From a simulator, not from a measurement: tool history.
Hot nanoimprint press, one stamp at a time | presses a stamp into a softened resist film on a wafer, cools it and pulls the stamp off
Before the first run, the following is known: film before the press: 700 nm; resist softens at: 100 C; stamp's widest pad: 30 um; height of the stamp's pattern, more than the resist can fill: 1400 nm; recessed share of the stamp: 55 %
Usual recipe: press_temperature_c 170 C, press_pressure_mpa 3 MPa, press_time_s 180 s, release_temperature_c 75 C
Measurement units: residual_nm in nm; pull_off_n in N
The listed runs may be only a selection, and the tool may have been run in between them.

run,hour,press_temperature_c,press_pressure_mpa,press_time_s,release_temperature_c,residual_nm,pull_off_n
1,0,170,3,180,75,249.6,158
2,16,170,3,180,75,249.7,154
3,27.1,170,3,180,67,249.2,189
4,39.4,170,3,180,75,249.1,156
5,47.8,170,3,180,71,249.4,174
6,65.4,170,4.2,180,71,207.8,172
7,81.3,170,4.2,180,71,207.6,172
8,89.5,170,4.2,180,71,207.5,170
9,104.4,170,4.2,180,71,207.5,172
10,119.6,170,4.2,180,71,206.9,173
11,136.8,170,4.2,180,71,207.2,172
12,149.1,170,4.2,180,71,207.3,172
13,160.5,170,4.2,180,71,207.1,173
14,173.8,170,4.2,180,71,207,176
15,191.4,174,3.95,180,79,186,141
16,200.1,174,3.95,180,79,185.6,142
17,207.8,170,3.51,166,73,235.2,163
# hour 217: stamp cleaned and given a new release coat
18,222.4,170,3.51,166,73,235.1,163
19,230.2,170,3.51,136,73,253.8,165
20,241.7,174,4.17,96,63,230.8,203
21,254.4,174,4.17,96,63,230.8,204
22,271.4,166,2.77,180,76,297.9,150
23,286,180,3,180,68,176.8,183
24,295.2,177,3.22,231,77,169.4,148
25,302.8,173,3,180,75,222.8,155
# hour 308.3: plate thermocouple calibrated
26,321.4,164,3,180,75,307.1,157
27,332.2,179,3.67,180,75,163,156

Predict each of these 4 candidate next runs independently; none follows another, all start after run 27:
A,341.6,170,2.02,180,75,?,?
B,341.6,174,2.55,146,75,?,?
C,341.6,179,4.47,303,73,?,?
D,341.6,170,1.96,148,75,?,?

run,residual_nm,pull_off_n
A,303.8,156
B,254.8,157
C,117.7,162
D,330.4,156
With no hidden state in the tool, these same runs would have given:
run,residual_nm,pull_off_n
A,306.5,155
B,257,157
C,118.8,162
D,333.3,156

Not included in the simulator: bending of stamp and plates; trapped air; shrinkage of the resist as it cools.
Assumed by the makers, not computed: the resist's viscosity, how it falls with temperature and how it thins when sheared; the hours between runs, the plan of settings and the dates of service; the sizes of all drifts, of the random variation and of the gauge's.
